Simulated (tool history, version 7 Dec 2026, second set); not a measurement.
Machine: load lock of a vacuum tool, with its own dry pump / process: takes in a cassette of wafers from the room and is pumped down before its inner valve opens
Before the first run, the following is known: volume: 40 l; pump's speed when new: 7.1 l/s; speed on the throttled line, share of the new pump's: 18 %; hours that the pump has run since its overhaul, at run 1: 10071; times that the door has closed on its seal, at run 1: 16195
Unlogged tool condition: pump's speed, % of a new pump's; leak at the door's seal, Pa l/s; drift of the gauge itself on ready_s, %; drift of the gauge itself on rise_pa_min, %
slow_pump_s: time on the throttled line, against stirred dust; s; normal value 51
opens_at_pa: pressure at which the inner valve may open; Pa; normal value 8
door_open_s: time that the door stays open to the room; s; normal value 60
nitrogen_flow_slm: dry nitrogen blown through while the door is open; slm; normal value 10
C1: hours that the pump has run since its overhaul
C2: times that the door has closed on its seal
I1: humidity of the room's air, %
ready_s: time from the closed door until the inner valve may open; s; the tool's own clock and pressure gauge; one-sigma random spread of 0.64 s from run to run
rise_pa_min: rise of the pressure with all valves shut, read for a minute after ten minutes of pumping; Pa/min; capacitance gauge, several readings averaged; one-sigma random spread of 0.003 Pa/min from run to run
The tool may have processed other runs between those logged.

{"run": 1, "hour": 0.0, "slow_pump_s": 51, "opens_at_pa": 8, "door_open_s": 60, "nitrogen_flow_slm": 10, "C1": 10071, "C2": 16195, "I1": 44.9, "ready_s": 102.1, "rise_pa_min": 0.135}
{"run": 2, "hour": 199.0, "slow_pump_s": 51, "opens_at_pa": 8, "door_open_s": 60, "nitrogen_flow_slm": 10, "C1": 10270, "C2": 16480, "I1": 44.7, "ready_s": 103.5, "rise_pa_min": 0.141}
{"run": 3, "hour": 488.3, "slow_pump_s": 51, "opens_at_pa": 8, "door_open_s": 60, "nitrogen_flow_slm": 21, "C1": 10559, "C2": 16894, "I1": 43.8, "ready_s": 102.6, "rise_pa_min": 0.131}
{"run": 4, "hour": 628.0, "slow_pump_s": 51, "opens_at_pa": 8, "door_open_s": 60, "nitrogen_flow_slm": 21, "C1": 10699, "C2": 17094, "I1": 45.7, "ready_s": 103.7, "rise_pa_min": 0.135}
{"run": 5, "hour": 903.6, "slow_pump_s": 51, "opens_at_pa": 8, "door_open_s": 60, "nitrogen_flow_slm": 13, "C1": 10974, "C2": 17489, "I1": 48.9, "ready_s": 103.7, "rise_pa_min": 0.155}
{"run": 6, "hour": 1176.0, "slow_pump_s": 51, "opens_at_pa": 8, "door_open_s": 60, "nitrogen_flow_slm": 10, "C1": 11247, "C2": 17879, "I1": 43.6, "ready_s": 103.2, "rise_pa_min": 0.152}
{"run": 7, "hour": 1327.8, "slow_pump_s": 51, "opens_at_pa": 8, "door_open_s": 123, "nitrogen_flow_slm": 10, "C1": 11399, "C2": 18097, "I1": 46.4, "ready_s": 102.1, "rise_pa_min": 0.185}
{"run": 8, "hour": 1556.7, "slow_pump_s": 51, "opens_at_pa": 8, "door_open_s": 60, "nitrogen_flow_slm": 10, "C1": 11628, "C2": 18425, "I1": 44.1, "ready_s": 103.3, "rise_pa_min": 0.156}
{"run": 9, "hour": 1716.0, "slow_pump_s": 51, "opens_at_pa": 8, "door_open_s": 60, "nitrogen_flow_slm": 10, "C1": 11787, "C2": 18653, "I1": 45.5, "ready_s": 103.7, "rise_pa_min": 0.161}
{"run": 10, "hour": 1959.0, "slow_pump_s": 51, "opens_at_pa": 8, "door_open_s": 60, "nitrogen_flow_slm": 10, "C1": 12030, "C2": 19001, "I1": 44.2, "ready_s": 104.3, "rise_pa_min": 0.168}
{"run": 11, "hour": 2126.5, "slow_pump_s": 51, "opens_at_pa": 8, "door_open_s": 60, "nitrogen_flow_slm": 10, "C1": 12197, "C2": 19241, "I1": 43.6, "ready_s": 104.4, "rise_pa_min": 0.164}
{"run": 12, "hour": 2371.9, "slow_pump_s": 51, "opens_at_pa": 8, "door_open_s": 60, "nitrogen_flow_slm": 10, "C1": 12443, "C2": 19593, "I1": 45, "ready_s": 104.2, "rise_pa_min": 0.164}
{"run": 13, "hour": 2548.5, "slow_pump_s": 51, "opens_at_pa": 8, "door_open_s": 60, "nitrogen_flow_slm": 10, "C1": 12619, "C2": 19846, "I1": 45.9, "ready_s": 104.7, "rise_pa_min": 0.178}
{"run": 14, "hour": 2706.7, "slow_pump_s": 51, "opens_at_pa": 8, "door_open_s": 60, "nitrogen_flow_slm": 30, "C1": 12778, "C2": 20073, "I1": 43.6, "ready_s": 104.8, "rise_pa_min": 0.155}
{"run": 15, "hour": 2888.3, "slow_pump_s": 51, "opens_at_pa": 8, "door_open_s": 60, "nitrogen_flow_slm": 10, "C1": 12959, "C2": 20333, "I1": 43.6, "ready_s": 104.7, "rise_pa_min": 0.177}
{"hour": 2918.3, "done": "dry pump taken out, an overhauled one fitted"}
{"run": 16, "hour": 3073.9, "slow_pump_s": 51, "opens_at_pa": 8, "door_open_s": 60, "nitrogen_flow_slm": 10, "C1": 156, "C2": 20590, "I1": 46.6, "ready_s": 96.2, "rise_pa_min": 0.174}
{"run": 17, "hour": 3369.6, "slow_pump_s": 51, "opens_at_pa": 8, "door_open_s": 60, "nitrogen_flow_slm": 22, "C1": 451, "C2": 21014, "I1": 46.8, "ready_s": 94.4, "rise_pa_min": 0.17}
{"run": 18, "hour": 3529.9, "slow_pump_s": 51, "opens_at_pa": 8, "door_open_s": 60, "nitrogen_flow_slm": 10, "C1": 612, "C2": 21244, "I1": 42.1, "ready_s": 96.2, "rise_pa_min": 0.188}
{"run": 19, "hour": 3691.5, "slow_pump_s": 51, "opens_at_pa": 8, "door_open_s": 60, "nitrogen_flow_slm": 8, "C1": 773, "C2": 21475, "I1": 43.4, "ready_s": 95.7, "rise_pa_min": 0.189}
{"run": 20, "hour": 3863.2, "slow_pump_s": 51, "opens_at_pa": 8, "door_open_s": 60, "nitrogen_flow_slm": 8, "C1": 945, "C2": 21721, "I1": 45.2, "ready_s": 95.7, "rise_pa_min": 0.195}
{"run": 21, "hour": 4021.4, "slow_pump_s": 51, "opens_at_pa": 8, "door_open_s": 60, "nitrogen_flow_slm": 8, "C1": 1103, "C2": 21948, "I1": 43.3, "ready_s": 97.1, "rise_pa_min": 0.201}
{"run": 22, "hour": 4159.0, "slow_pump_s": 53, "opens_at_pa": 8, "door_open_s": 43, "nitrogen_flow_slm": 10, "C1": 1241, "C2": 22145, "I1": 43, "ready_s": 98.4, "rise_pa_min": 0.187}
{"run": 23, "hour": 4302.3, "slow_pump_s": 42, "opens_at_pa": 8, "door_open_s": 60, "nitrogen_flow_slm": 7, "C1": 1384, "C2": 22350, "I1": 50.9, "ready_s": 88.3, "rise_pa_min": 0.215}
{"run": 24, "hour": 4581.3, "slow_pump_s": 42, "opens_at_pa": 8, "door_open_s": 60, "nitrogen_flow_slm": 26, "C1": 1663, "C2": 22750, "I1": 47, "ready_s": 89.1, "rise_pa_min": 0.179}
{"run": 25, "hour": 4792.3, "slow_pump_s": 42, "opens_at_pa": 8, "door_open_s": 60, "nitrogen_flow_slm": 26, "C1": 1874, "C2": 23052, "I1": 50.2, "ready_s": 90.3, "rise_pa_min": 0.195}
{"run": 26, "hour": 4932.1, "slow_pump_s": 37, "opens_at_pa": 11, "door_open_s": 60, "nitrogen_flow_slm": 22, "C1": 2014, "C2": 23253, "I1": 46.2, "ready_s": 84, "rise_pa_min": 0.195}
{"run": 27, "hour": 5069.0, "slow_pump_s": 37, "opens_at_pa": 11, "door_open_s": 60, "nitrogen_flow_slm": 22, "C1": 2151, "C2": 23449, "I1": 44.9, "ready_s": 83.2, "rise_pa_min": 0.198}
{"run": 28, "hour": 5205.8, "slow_pump_s": 98, "opens_at_pa": 9, "door_open_s": 60, "nitrogen_flow_slm": 5, "C1": 2287, "C2": 23645, "I1": 46.1, "ready_s": 135.5, "rise_pa_min": 0.224}
{"run": 29, "hour": 5492.0, "slow_pump_s": 98, "opens_at_pa": 9, "door_open_s": 60, "nitrogen_flow_slm": 5, "C1": 2574, "C2": 24055, "I1": 47.6, "ready_s": 135, "rise_pa_min": 0.234}
{"run": 30, "hour": 5717.3, "slow_pump_s": 63, "opens_at_pa": 8, "door_open_s": 111, "nitrogen_flow_slm": 28, "C1": 2799, "C2": 24378, "I1": 43.4, "ready_s": 106.4, "rise_pa_min": 0.217}
{"run": 31, "hour": 5935.6, "slow_pump_s": 63, "opens_at_pa": 8, "door_open_s": 111, "nitrogen_flow_slm": 28, "C1": 3017, "C2": 24690, "I1": 45.8, "ready_s": 107.2, "rise_pa_min": 0.223}
{"run": 32, "hour": 6074.8, "slow_pump_s": 63, "opens_at_pa": 13, "door_open_s": 184, "nitrogen_flow_slm": 28, "C1": 3156, "C2": 24890, "I1": 45.2, "ready_s": 103.9, "rise_pa_min": 0.232}
{"run": 33, "hour": 6285.2, "slow_pump_s": 76, "opens_at_pa": 8, "door_open_s": 47, "nitrogen_flow_slm": 8, "C1": 3367, "C2": 25191, "I1": 47.5, "ready_s": 117.9, "rise_pa_min": 0.225}
{"run": 34, "hour": 6579.3, "slow_pump_s": 32, "opens_at_pa": 8, "door_open_s": 50, "nitrogen_flow_slm": 32, "C1": 3661, "C2": 25613, "I1": 43.7, "ready_s": 82, "rise_pa_min": 0.203}
{"run": 35, "hour": 6779.7, "slow_pump_s": 32, "opens_at_pa": 8, "door_open_s": 40, "nitrogen_flow_slm": 32, "C1": 3861, "C2": 25900, "I1": 44.1, "ready_s": 81.7, "rise_pa_min": 0.213}
{"run": 36, "hour": 6952.2, "slow_pump_s": 32, "opens_at_pa": 8, "door_open_s": 40, "nitrogen_flow_slm": 7, "C1": 4034, "C2": 26147, "I1": 47.2, "ready_s": 82.3, "rise_pa_min": 0.238}

Below, some changes in ready_s between adjacent runs. For each, the amount present without the hidden state too (settings, incoming material, random variation) and the amount remaining for the hidden state with gauge scatter not shared by both compared results:
Run 7 -> 8: door_open_s 123 -> 60. ready_s +1.2 s: hidden state +0.3, all else +0.9.
Run 15 -> 16: dry pump taken out, an overhauled one fitted. ready_s -8.5 s: hidden state -9.3, all else +0.8.
Run 27 -> 28: slow_pump_s 37 -> 98, opens_at_pa 11 -> 9, nitrogen_flow_slm 22 -> 5. ready_s +52.3 s: hidden state -0.1, all else +52.4.
Run 29 -> 30: slow_pump_s 98 -> 63, opens_at_pa 9 -> 8, door_open_s 60 -> 111, nitrogen_flow_slm 5 -> 28. ready_s -28.6 s: hidden state +0.3, all else -28.9.
Run 33 -> 34: slow_pump_s 76 -> 32, door_open_s 47 -> 50, nitrogen_flow_slm 8 -> 32. ready_s -35.9 s: hidden state +0.6, all else -36.5.
